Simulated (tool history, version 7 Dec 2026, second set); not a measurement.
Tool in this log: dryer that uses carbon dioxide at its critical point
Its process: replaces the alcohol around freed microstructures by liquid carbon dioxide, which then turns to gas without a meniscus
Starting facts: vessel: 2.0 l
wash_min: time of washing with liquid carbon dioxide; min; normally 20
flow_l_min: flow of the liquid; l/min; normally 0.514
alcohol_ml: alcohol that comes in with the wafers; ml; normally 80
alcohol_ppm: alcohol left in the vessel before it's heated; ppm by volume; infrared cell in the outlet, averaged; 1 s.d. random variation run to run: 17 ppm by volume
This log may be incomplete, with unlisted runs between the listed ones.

run 1 hour=0.0 | wash_min=20 flow_l_min=0.514 alcohol_ml=80 | alcohol_ppm=1199
run 2 hour=11.5 | wash_min=20 flow_l_min=0.514 alcohol_ml=80 | alcohol_ppm=1192
run 3 hour=21.2 | wash_min=20 flow_l_min=0.514 alcohol_ml=80 | alcohol_ppm=1218
run 4 hour=28.7 | wash_min=20 flow_l_min=0.514 alcohol_ml=75 | alcohol_ppm=1162
run 5 hour=39.1 | wash_min=20 flow_l_min=0.514 alcohol_ml=75 | alcohol_ppm=1168
run 6 hour=51.2 | wash_min=20 flow_l_min=0.514 alcohol_ml=80 | alcohol_ppm=1254
run 7 hour=58.3 | wash_min=20 flow_l_min=0.514 alcohol_ml=80 | alcohol_ppm=1241
run 8 hour=69.9 | wash_min=20 flow_l_min=0.514 alcohol_ml=80 | alcohol_ppm=1268
run 9 hour=79.1 | wash_min=20 flow_l_min=0.514 alcohol_ml=80 | alcohol_ppm=1301
run 10 hour=93.2 | wash_min=20 flow_l_min=0.514 alcohol_ml=80 | alcohol_ppm=1250
run 11 hour=107.3 | wash_min=20 flow_l_min=0.514 alcohol_ml=80 | alcohol_ppm=1330
run 12 hour=113.9 | wash_min=20 flow_l_min=0.514 alcohol_ml=80 | alcohol_ppm=1315
run 13 hour=121.8 | wash_min=23 flow_l_min=0.533 alcohol_ml=40 | alcohol_ppm=334
run 14 hour=128.2 | wash_min=20 flow_l_min=0.514 alcohol_ml=22 | alcohol_ppm=376
run 15 hour=137.7 | wash_min=20 flow_l_min=0.514 alcohol_ml=22 | alcohol_ppm=391
run 16 hour=146.3 | wash_min=14 flow_l_min=0.825 alcohol_ml=80 | alcohol_ppm=772
run 17 hour=154.5 | wash_min=21 flow_l_min=0.825 alcohol_ml=80 | alcohol_ppm=121
run 18 hour=161.7 | wash_min=21 flow_l_min=0.825 alcohol_ml=80 | alcohol_ppm=132
run 19 hour=174.3 | wash_min=19 flow_l_min=0.514 alcohol_ml=69 | alcohol_ppm=1375
run 20 hour=185.0 | wash_min=19 flow_l_min=0.514 alcohol_ml=69 | alcohol_ppm=1388

Forecast each of these 5 alternatives for the next run:
run A hour=199.3 | wash_min=28 flow_l_min=0.643 alcohol_ml=91 | alcohol_ppm=?
run B hour=199.3 | wash_min=28 flow_l_min=0.663 alcohol_ml=63 | alcohol_ppm=?
run C hour=199.3 | wash_min=27 flow_l_min=0.514 alcohol_ml=69 | alcohol_ppm=?
run D hour=199.3 | wash_min=13 flow_l_min=0.311 alcohol_ml=21 | alcohol_ppm=?
run E hour=199.3 | wash_min=19 flow_l_min=0.514 alcohol_ml=85 | alcohol_ppm=?

run=A alcohol_ppm=131
run=B alcohol_ppm=72
run=C alcohol_ppm=377
run=D alcohol_ppm=2933
run=E alcohol_ppm=1734
With the hidden condition removed and each run's random variation left untouched, the same runs would have given:
run=A alcohol_ppm=72
run=B alcohol_ppm=32
run=C alcohol_ppm=256
run=D alcohol_ppm=2646
run=E alcohol_ppm=1351

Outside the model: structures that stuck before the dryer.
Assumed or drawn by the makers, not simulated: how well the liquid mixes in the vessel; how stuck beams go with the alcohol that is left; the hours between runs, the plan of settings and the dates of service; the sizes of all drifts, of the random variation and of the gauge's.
